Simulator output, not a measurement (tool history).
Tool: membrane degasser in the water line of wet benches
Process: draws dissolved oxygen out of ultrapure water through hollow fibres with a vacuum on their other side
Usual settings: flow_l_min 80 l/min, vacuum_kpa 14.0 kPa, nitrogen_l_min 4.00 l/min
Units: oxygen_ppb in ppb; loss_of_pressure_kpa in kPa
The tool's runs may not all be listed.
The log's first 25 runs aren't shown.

| run | hour | flow_l_min | vacuum_kpa | nitrogen_l_min | oxygen_ppb | loss_of_pressure_kpa |
|---|---|---|---|---|---|---|
| 26 | 2009.7 | 57 | 11.2 | 7.88 | 237.6 | 29.76 |
| 27 | 2083.7 | 57 | 11.2 | 7.88 | 242.2 | 29.60 |
| 28 | 2185.1 | 57 | 11.2 | 7.88 | 238.7 | 29.68 |
| 29 | 2288.3 | 57 | 11.2 | 7.88 | 239.7 | 29.77 |
| 30 | 2396.6 | 78 | 12.4 | 5.60 | 537.2 | 41.07 |
| 31 | 2464.8 | 78 | 12.4 | 2.00 | 897.5 | 40.83 |
| 32 | 2536.3 | 52 | 13.9 | 4.00 | 389.2 | 27.31 |
| 33 | 2599.4 | 52 | 13.9 | 4.00 | 385.0 | 27.15 |

Forecast each of these 3 alternatives for the next run:
| A | 2679.2 | 80 | 14.0 | 8.72 | ? | ? |
| B | 2679.2 | 81 | 20.9 | 3.00 | ? | ? |
| C | 2679.2 | 52 | 13.9 | 3.12 | ? | ? |

| run | oxygen_ppb | loss_of_pressure_kpa |
|---|---|---|
| A | 490.0 | 41.91 |
| B | 1152.0 | 42.58 |
| C | 465.5 | 27.07 |
Without the tool's hidden state the same runs would have given:
| run | oxygen_ppb | loss_of_pressure_kpa |
|---|---|---|
| A | 489.4 | 41.89 |
| B | 1151.4 | 42.55 |
| C | 465.1 | 27.06 |
